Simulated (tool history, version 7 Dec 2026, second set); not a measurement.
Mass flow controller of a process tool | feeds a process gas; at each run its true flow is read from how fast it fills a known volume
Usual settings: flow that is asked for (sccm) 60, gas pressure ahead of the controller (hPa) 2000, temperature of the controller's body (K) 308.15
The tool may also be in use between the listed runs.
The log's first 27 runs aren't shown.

run	hour	flow that is asked for (sccm)	gas pressure ahead of the controller (hPa)	temperature of the controller's body (K)	hours of work since the controller was set to zero	hours of work since the controller was changed	true flow (%)
28	4545.8	55	2010	308.15	2542	2542	96.48
29	4779.8	137	1480	308.15	2638	2638	96.86
30	4955.3	137	1480	308.15	2710	2710	96.87
31	5154.2	137	1480	308.15	2791	2791	96.62
32	5293.6	37	1480	310.15	2849	2849	95.63
33	5465.8	60	2000	294.15	2919	2919	96.64
34	5690.1	112	2690	301.15	3011	3011	97.47
35	5850.6	23	2640	296.15	3077	3077	96.57
36	6045.2	23	2640	296.15	3157	3157	96.40
37	6254.8	107	1490	308.15	3243	3243	95.97
38	6453.7	107	1490	308.15	3324	3324	95.93
# hour 6594.3: gauge calibrated
39	6635.3	107	1490	308.15	3399	3399	98.27

Run 40 comes next. What will it give?
40	6870.5	60	1560	299.15	3495	3495	?

{"run 40": {"true flow (%)": 98.11}}
Without the tool's hidden state the same run would have given true flow (%) 98.19.
